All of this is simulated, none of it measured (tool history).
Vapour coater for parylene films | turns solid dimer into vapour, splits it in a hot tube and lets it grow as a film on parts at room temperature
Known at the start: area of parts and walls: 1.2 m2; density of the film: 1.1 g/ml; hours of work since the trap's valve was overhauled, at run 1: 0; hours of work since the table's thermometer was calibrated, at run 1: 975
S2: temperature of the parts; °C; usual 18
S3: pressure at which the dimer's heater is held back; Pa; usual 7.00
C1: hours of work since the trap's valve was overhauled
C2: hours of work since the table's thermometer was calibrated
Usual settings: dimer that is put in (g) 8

run 1 hour=0.0 | dimer_that_is_put_in_(g)=8 S2=18 S3=7.00 | C1=0 C2=975 | thickness_of_the_film_(µm)=2.771
run 2 hour=26.8 | dimer_that_is_put_in_(g)=7 S2=18 S3=7.00 | C1=14 C2=988 | thickness_of_the_film_(µm)=2.435
run 3 hour=70.9 | dimer_that_is_put_in_(g)=7 S2=18 S3=7.00 | C1=36 C2=1011 | thickness_of_the_film_(µm)=2.416
run 4 hour=121.5 | dimer_that_is_put_in_(g)=8 S2=18 S3=7.00 | C1=62 C2=1037 | thickness_of_the_film_(µm)=2.772
run 5 hour=161.7 | dimer_that_is_put_in_(g)=8 S2=18 S3=7.00 | C1=83 C2=1057 | thickness_of_the_film_(µm)=2.775
run 6 hour=187.1 | dimer_that_is_put_in_(g)=8 S2=18 S3=7.00 | C1=96 C2=1070 | thickness_of_the_film_(µm)=2.764
-- hour=214.3 table's thermometer calibrated
run 7 hour=214.9 | dimer_that_is_put_in_(g)=8 S2=18 S3=7.00 | C1=109 C2=0 | thickness_of_the_film_(µm)=2.768
run 8 hour=259.6 | dimer_that_is_put_in_(g)=7 S2=18 S3=7.00 | C1=132 C2=23 | thickness_of_the_film_(µm)=2.420
run 9 hour=315.3 | dimer_that_is_put_in_(g)=7 S2=18 S3=7.00 | C1=161 C2=52 | thickness_of_the_film_(µm)=2.421
run 10 hour=360.9 | dimer_that_is_put_in_(g)=8 S2=29 S3=7.00 | C1=184 C2=75 | thickness_of_the_film_(µm)=1.902
run 11 hour=421.1 | dimer_that_is_put_in_(g)=8 S2=29 S3=7.00 | C1=215 C2=106 | thickness_of_the_film_(µm)=1.898
run 12 hour=479.7 | dimer_that_is_put_in_(g)=8 S2=22 S3=7.00 | C1=244 C2=136 | thickness_of_the_film_(µm)=2.417
run 13 hour=507.1 | dimer_that_is_put_in_(g)=8 S2=22 S3=7.00 | C1=258 C2=150 | thickness_of_the_film_(µm)=2.416
-- hour=533.0 trap's valve overhauled
run 14 hour=539.6 | dimer_that_is_put_in_(g)=8 S2=22 S3=7.00 | C1=3 C2=164 | thickness_of_the_film_(µm)=2.424
run 15 hour=575.7 | dimer_that_is_put_in_(g)=8 S2=28 S3=7.00 | C1=22 C2=183 | thickness_of_the_film_(µm)=1.976
run 16 hour=616.8 | dimer_that_is_put_in_(g)=8 S2=28 S3=7.00 | C1=43 C2=204 | thickness_of_the_film_(µm)=1.977
run 17 hour=650.4 | dimer_that_is_put_in_(g)=8 S2=28 S3=7.00 | C1=60 C2=221 | thickness_of_the_film_(µm)=1.979
run 18 hour=682.2 | dimer_that_is_put_in_(g)=8 S2=28 S3=7.00 | C1=76 C2=237 | thickness_of_the_film_(µm)=1.966
run 19 hour=728.2 | dimer_that_is_put_in_(g)=8 S2=18 S3=3.36 | C1=100 C2=260 | thickness_of_the_film_(µm)=3.156
run 20 hour=757.3 | dimer_that_is_put_in_(g)=8 S2=18 S3=4.11 | C1=115 C2=275 | thickness_of_the_film_(µm)=3.043
run 21 hour=787.4 | dimer_that_is_put_in_(g)=8 S2=18 S3=7.00 | C1=130 C2=291 | thickness_of_the_film_(µm)=2.762
run 22 hour=842.6 | dimer_that_is_put_in_(g)=8 S2=18 S3=7.00 | C1=158 C2=319 | thickness_of_the_film_(µm)=2.764
run 23 hour=899.5 | dimer_that_is_put_in_(g)=8 S2=18 S3=7.00 | C1=187 C2=348 | thickness_of_the_film_(µm)=2.772

The next listed run, before its measurement:
run 24 hour=928.3 | dimer_that_is_put_in_(g)=8 S2=18 S3=7.00 | C1=202 C2=363 | thickness_of_the_film_(µm)=?

Run 24 gave thickness of the film (µm) 2.766.
Without the tool's hidden state the same run would have given thickness of the film (µm) 2.770.
